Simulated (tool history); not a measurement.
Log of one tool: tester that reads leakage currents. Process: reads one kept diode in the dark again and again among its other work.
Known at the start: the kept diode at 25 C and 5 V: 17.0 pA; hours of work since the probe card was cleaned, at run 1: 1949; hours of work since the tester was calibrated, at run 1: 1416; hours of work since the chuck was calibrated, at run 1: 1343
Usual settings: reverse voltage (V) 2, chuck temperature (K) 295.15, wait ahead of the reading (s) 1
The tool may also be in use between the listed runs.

run   hour  reverse voltage (V)  chuck temperature (K)  wait ahead of the reading (s)  hours of work since the probe card was cleaned  hours of work since the tester was calibrated  hours of work since the chuck was calibrated  current that the tester gives (pA)
  1      0                    2                 295.15                              1                                            1949                                           1416                                          1343                                 8.5
     100.7  -- chuck's temperature calibrated
  2  104.9                    2                 295.15                              1                                            2009                                           1476                                             2                                 9.9
  3  186.5                 4.28                 295.15                              1                                            2057                                           1524                                            50                               15.68
  4  235.9                 4.28                 295.15                              1                                            2086                                           1553                                            79                               15.79
  5  299.9                    2                 295.15                           9.01                                            2123                                           1591                                           117                                 9.5
  6  382.5                    2                 295.15                           9.01                                            2172                                           1639                                           165                                9.39
     398.7  -- probe card cleaned and baked
  7  455.3                    2                 295.15                           9.01                                              33                                           1680                                           206                                8.06
  8    541                    2                 301.15                            0.3                                              83                                           1730                                           256                               15.32
  9    588                    2                 301.15                            0.3                                             111                                           1758                                           284                                15.3
 10  650.7                 1.76                 315.15                           1.62                                             148                                           1794                                           321                               40.78
 11  734.7                 1.76                 294.15                           6.41                                             197                                           1844                                           370                                6.73
 12  803.5                 6.85                 302.15                           0.59                                             237                                           1884                                           410                               30.52
 13    915                10.73                 324.15                           1.69                                             303                                           1949                                           475                              199.39
 14   1009                 8.71                 322.15                           0.54                                             358                                           2004                                           531                              157.09

Measured less the same run without the tool's hidden state. The same run-to-run variation is in both; the gauge's scatter may not be:
The hidden state here: stray current of the dirty probe card, pA a volt; current scale over the true one, %; true chuck temperature over the reading, C; drift of the gauge itself on leakage_pa, %.
run  current that the tester gives (pA)
  1                               -0.33
  2                               +1.18
  3                               +2.49
  4                                +2.5
  5                               +1.13
  6                                +1.1
  7                                -0.2
  8                               -0.44
  9                               -0.48
 10                                -1.6
 11                               -0.25
 12                               -1.08
 13                              -10.63
 14                               -9.21
